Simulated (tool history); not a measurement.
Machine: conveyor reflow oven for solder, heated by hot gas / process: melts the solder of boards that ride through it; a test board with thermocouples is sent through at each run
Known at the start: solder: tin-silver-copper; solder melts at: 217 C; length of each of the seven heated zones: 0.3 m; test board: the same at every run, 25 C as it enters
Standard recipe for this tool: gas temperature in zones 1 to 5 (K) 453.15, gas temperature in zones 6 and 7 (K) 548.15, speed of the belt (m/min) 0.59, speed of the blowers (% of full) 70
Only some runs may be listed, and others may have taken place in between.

run	hour	gas temperature in zones 1 to 5 (K)	gas temperature in zones 6 and 7 (K)	speed of the belt (m/min)	speed of the blowers (% of full)	highest temperature of the board (K)	time above the solder's melting point (s)
1	0	453.15	548.15	0.59	70	533.25	51.5
2	43.7	453.15	548.15	0.59	70	533.45	51.6
3	104	453.15	548.15	0.59	70	534.35	51.4
4	148.1	453.15	548.15	0.59	70	533.05	51.5
5	218.5	462.15	548.15	0.59	70	535.05	55.1
6	281.9	462.15	548.15	0.59	70	535.25	54.9
# hour 295.7: flux residue cleaned out of gas plates and filters
# hour 316: thermocouples of zones 6 and 7 changed
7	373.7	462.15	548.15	0.59	70	534.85	55.3
8	443.1	453.15	548.15	0.59	70	534.05	51.7
9	508.6	453.15	544.15	0.59	70	530.35	50.1
10	585.3	453.15	544.15	0.59	70	530.15	50
11	653.7	453.15	544.15	0.59	70	530.45	50.1
12	691.6	453.15	544.15	0.59	77	531.65	51
13	738.3	453.15	544.15	0.59	77	531.65	50.8
# hour 782.8: flux residue cleaned out of gas plates and filters
14	797.1	453.15	548.15	0.59	70	533.35	51.4
15	870.2	453.15	548.15	0.59	70	534.05	51.7
16	947.1	453.15	548.15	0.59	70	534.15	51.9
17	1004.1	453.15	547.15	0.71	57	523.35	36.5
18	1065.5	453.15	547.15	0.71	57	522.95	36.6
19	1100	453.15	547.15	0.617	57	528.45	46.4
20	1150.5	453.15	547.15	0.617	57	528.35	46.2
21	1235.2	453.15	547.15	0.617	57	528.15	46.3
# hour 1267.2: flux residue cleaned out of gas plates and filters
22	1303.1	467.15	548.15	0.59	66	534.75	56.8
23	1344.1	441.15	544.15	0.59	72	528.55	46.1
24	1409.6	462.15	553.15	0.541	62	540.25	62.2
25	1465.8	462.15	553.15	0.541	62	540.55	62.6
26	1534.4	462.15	553.15	0.541	56	539.55	61.6
# hour 1548.7: belt drive overhauled, speed set with a stopwatch
27	1597.9	459.15	548.15	0.551	70	536.35	59
# hour 1628.8: thermocouples of zones 6 and 7 changed
28	1643.9	453.15	548.15	0.528	70	536.95	59.3
29	1694.6	458.15	544.15	0.686	81	528.95	43.3
30	1744.7	458.15	544.15	0.686	81	529.25	43.1
# hour 1753.6: flux residue cleaned out of gas plates and filters
31	1832.9	458.15	544.15	0.686	81	529.05	43.3

Consider 3 possible next runs. They are alternatives, not a sequence: every one starts from the tool as it was left by run 31. What does each give?
A	1902	444.15	544.15	0.652	57	?	?
B	1902	453.15	551.15	0.536	81	?	?
C	1902	465.15	544.15	0.647	55	?	?

run	highest temperature of the board (K)	time above the solder's melting point (s)
A	521.35	37.3
B	540.85	60.4
C	526.45	46.9
Without the tool's hidden state the same runs would have given:
run	highest temperature of the board (K)	time above the solder's melting point (s)
A	521.35	37.3
B	540.85	60.4
C	526.45	46.9
